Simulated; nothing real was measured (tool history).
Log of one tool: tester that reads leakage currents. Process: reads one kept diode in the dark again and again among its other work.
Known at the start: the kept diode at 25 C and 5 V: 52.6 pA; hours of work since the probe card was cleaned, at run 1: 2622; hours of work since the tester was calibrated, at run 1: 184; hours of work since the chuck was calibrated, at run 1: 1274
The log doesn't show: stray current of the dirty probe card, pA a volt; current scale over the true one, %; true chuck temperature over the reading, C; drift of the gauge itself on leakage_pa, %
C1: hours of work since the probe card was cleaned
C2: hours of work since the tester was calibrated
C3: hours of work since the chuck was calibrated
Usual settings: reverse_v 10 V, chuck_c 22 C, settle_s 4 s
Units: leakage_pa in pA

{"run": 1, "day": 0.0, "reverse_v": 10, "chuck_c": 22, "settle_s": 4, "C1": 2622, "C2": 184, "C3": 1274, "leakage_pa": 65.33}
{"run": 2, "day": 2.254, "reverse_v": 10, "chuck_c": 22, "settle_s": 4.46, "C1": 2645, "C2": 206, "C3": 1297, "leakage_pa": 65.45}
{"run": 3, "day": 4.212, "reverse_v": 10, "chuck_c": 22, "settle_s": 4.46, "C1": 2665, "C2": 226, "C3": 1316, "leakage_pa": 66.06}
{"run": 4, "day": 5.633, "reverse_v": 10, "chuck_c": 22, "settle_s": 4.46, "C1": 2679, "C2": 240, "C3": 1331, "leakage_pa": 65.68}
{"run": 5, "day": 7.192, "reverse_v": 10, "chuck_c": 22, "settle_s": 4, "C1": 2695, "C2": 256, "C3": 1346, "leakage_pa": 66.47}
{"run": 6, "day": 8.904, "reverse_v": 10, "chuck_c": 22, "settle_s": 4, "C1": 2712, "C2": 273, "C3": 1363, "leakage_pa": 66.53}
{"run": 7, "day": 11.188, "reverse_v": 1.6, "chuck_c": 34, "settle_s": 1.01, "C1": 2735, "C2": 296, "C3": 1386, "leakage_pa": 95.8}
{"run": 8, "day": 14.004, "reverse_v": 10, "chuck_c": 60, "settle_s": 6.43, "C1": 2763, "C2": 324, "C3": 1415, "leakage_pa": 1374.48}
{"day": 14.25, "done": "probe card cleaned and baked"}
{"run": 9, "day": 16.542, "reverse_v": 10, "chuck_c": 31, "settle_s": 4, "C1": 23, "C2": 348, "C3": 1439, "leakage_pa": 143}
{"run": 10, "day": 18.288, "reverse_v": 5.2, "chuck_c": 23, "settle_s": 1.7, "C1": 40, "C2": 366, "C3": 1456, "leakage_pa": 58.23}
{"run": 11, "day": 20.217, "reverse_v": 3, "chuck_c": 33, "settle_s": 3.23, "C1": 60, "C2": 385, "C3": 1476, "leakage_pa": 109.89}
{"run": 12, "day": 23.033, "reverse_v": 10, "chuck_c": 25, "settle_s": 2.46, "C1": 88, "C2": 414, "C3": 1504, "leakage_pa": 89.56}

5 ways to go on from here, each from the tool as it stands after run 12. What would each give?
{"run": "A", "day": 25.054, "reverse_v": 5.3, "chuck_c": 44, "settle_s": 2.46, "C1": 108, "C2": 434, "C3": 1524, "leakage_pa": "?"}
{"run": "B", "day": 25.054, "reverse_v": 2.1, "chuck_c": 39, "settle_s": 2.46, "C1": 108, "C2": 434, "C3": 1524, "leakage_pa": "?"}
{"run": "C", "day": 25.054, "reverse_v": 3.1, "chuck_c": 47, "settle_s": 4.22, "C1": 108, "C2": 434, "C3": 1524, "leakage_pa": "?"}
{"run": "D", "day": 25.054, "reverse_v": 1.6, "chuck_c": 37, "settle_s": 4, "C1": 108, "C2": 434, "C3": 1524, "leakage_pa": "?"}
{"run": "E", "day": 25.054, "reverse_v": 10, "chuck_c": 27, "settle_s": 2.46, "C1": 108, "C2": 434, "C3": 1524, "leakage_pa": "?"}

run=A leakage_pa=329.33
run=B leakage_pa=161.93
run=C leakage_pa=354.04
run=D leakage_pa=125.25
run=E leakage_pa=105.1
Without the tool's hidden state the same runs would have given:
run=A leakage_pa=285.57
run=B leakage_pa=140.45
run=C leakage_pa=310.7
run=D leakage_pa=108.49
run=E leakage_pa=80.26
